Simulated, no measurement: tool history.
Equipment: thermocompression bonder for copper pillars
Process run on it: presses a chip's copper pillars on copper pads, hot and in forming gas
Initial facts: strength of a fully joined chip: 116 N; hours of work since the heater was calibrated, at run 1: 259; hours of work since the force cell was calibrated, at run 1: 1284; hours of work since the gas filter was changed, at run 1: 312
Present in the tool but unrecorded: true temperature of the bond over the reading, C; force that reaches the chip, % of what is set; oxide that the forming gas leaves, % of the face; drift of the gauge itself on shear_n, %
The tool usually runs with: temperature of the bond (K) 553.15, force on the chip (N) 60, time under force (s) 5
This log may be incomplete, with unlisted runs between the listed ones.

run	hour	temperature of the bond (K)	force on the chip (N)	time under force (s)	hours of work since the heater was calibrated	hours of work since the force cell was calibrated	hours of work since the gas filter was changed	force that shears a chip off (N)
1	0.0	553.15	60	5	259	1284	312	62.8
2	79.9	553.15	60	5	306	1331	359	63.0
3	149.5	580.15	60	5	347	1371	400	77.8
# hour 176.2: forming gas filter changed
4	188.3	553.15	83	5	369	1394	7	75.6
5	227.7	553.15	83	5	392	1417	30	76.3
6	279.0	553.15	83	5	422	1447	60	75.8
7	357.3	531.15	60	5	468	1493	106	51.2
8	432.7	553.15	60	5	512	1537	150	63.7
9	501.2	553.15	60	5	552	1577	191	64.2
10	544.0	553.15	60	5	578	1602	216	63.9
11	598.8	553.15	60	5	610	1635	248	64.3
# hour 638.7: force cell calibrated
12	650.3	553.15	60	5	639	7	277	63.2
13	691.7	553.15	60	5	663	31	301	63.9
14	726.6	553.15	60	5	684	52	322	63.0
15	789.6	553.15	60	5	721	89	359	63.5
16	847.8	550.15	60	5	755	123	393	61.9
# hour 886.2: forming gas filter changed
17	907.8	553.15	60	3	790	157	13	53.9
18	956.6	553.15	60	3	818	186	41	54.0
19	1009.6	553.15	60	5	849	217	72	64.2
20	1067.7	553.15	49	11	884	251	106	73.2
21	1122.3	553.15	60	7	916	283	138	70.8
22	1184.4	553.15	60	7	952	320	175	71.1
23	1239.7	553.15	60	11	984	352	207	80.8
24	1291.2	553.15	60	9	1015	382	238	77.3
25	1362.4	553.15	60	9	1056	424	279	76.6
26	1415.3	530.15	39	6	1087	455	310	41.0
27	1478.3	538.15	68	5	1124	492	347	60.3
28	1527.7	551.15	60	4	1153	521	376	58.5
29	1577.7	553.15	60	13	1183	550	406	85.0
# hour 1593.7: forming gas filter changed
30	1625.5	572.15	87	5	1210	578	19	89.6
31	1691.6	553.15	60	5	1249	617	57	65.1
32	1754.3	553.15	60	5	1286	654	94	64.5
# hour 1786.5: heater calibrated with a thermocouple chip
33	1822.9	553.15	60	11	21	693	133	82.5
# hour 1867.1: gauge calibrated
34	1882.3	553.15	60	11	56	728	168	79.3
35	1955.0	529.15	79	5	99	770	211	60.0
36	2011.1	529.15	73	9	132	803	244	68.6
37	2066.6	523.15	65	9	164	836	276	60.7

For each run, the measured value with the value that run would have given without the tool's hidden condition subtracted. The run-to-run variation is shared by both, the gauge scatter possibly not:
run	force that shears a chip off (N)
1	+0.0
2	+0.1
3	+0.1
4	+0.3
5	+0.3
6	+0.4
7	+0.3
8	+0.4
9	+0.5
10	+0.6
11	+0.6
12	+0.4
13	+0.5
14	+0.5
15	+0.6
16	+0.6
17	+0.7
18	+0.6
19	+0.8
20	+1.1
21	+1.0
22	+1.1
23	+1.3
24	+1.3
25	+1.4
26	+0.7
27	+1.1
28	+1.1
29	+1.7
30	+2.1
31	+1.5
32	+1.5
33	+2.3
34	+0.0
35	+0.0
36	+0.1
37	+0.1
